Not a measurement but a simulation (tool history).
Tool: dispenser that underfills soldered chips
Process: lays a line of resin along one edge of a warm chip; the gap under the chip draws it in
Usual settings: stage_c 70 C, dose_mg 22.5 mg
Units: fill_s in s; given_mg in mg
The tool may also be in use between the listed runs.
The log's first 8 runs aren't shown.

run   hour  stage_c  dose_mg  fill_s  given_mg
  9   66.2       70     26.4    67.8     25.15
      69.0  -- new syringe of resin
 10   72.2       70     26.4    50.3     25.36
      81.0  -- new syringe of resin
 11   81.6       70     26.4    43.6     25.06
 12   88.6       70     22.5    64.7     21.44
      92.6  -- dispensing valve cleaned and set on the balance
      93.7  -- new syringe of resin
 13   98.5       70     22.8    56.8     22.63
     105.6  -- new syringe of resin
 14  106.3       70     22.8    44.4     22.88
 15  110.7       70     22.8    54.8     22.70
     117.2  -- new syringe of resin
 16  117.9       70     23.3    43.7     23.32
 17  124.5       70     23.3    62.5     23.14
     129.1  -- new syringe of resin
 18  130.8       70     22.5    46.8     22.42
 19  135.9       70     22.5    59.5     22.44
     140.8  -- new syringe of resin
 20  140.8       65     23.8    54.1     23.66
 21  146.2       80     23.9    35.2     23.63
 22  151.7       80     23.9    46.0     23.53
     152.4  -- new syringe of resin
 23  159.7       76     23.0    46.8     22.63
     164.4  -- new syringe of resin
 24  167.6       76     23.0    38.5     22.49

Run 25 comes next. What will it give?
 25  171.9       85     21.9       ?         ?

Run 25 gave fill_s 32.0 s, given_mg 21.46 mg.
Without the tool's hidden state the same run would have given fill_s 20.4 s, given_mg 21.91 mg.

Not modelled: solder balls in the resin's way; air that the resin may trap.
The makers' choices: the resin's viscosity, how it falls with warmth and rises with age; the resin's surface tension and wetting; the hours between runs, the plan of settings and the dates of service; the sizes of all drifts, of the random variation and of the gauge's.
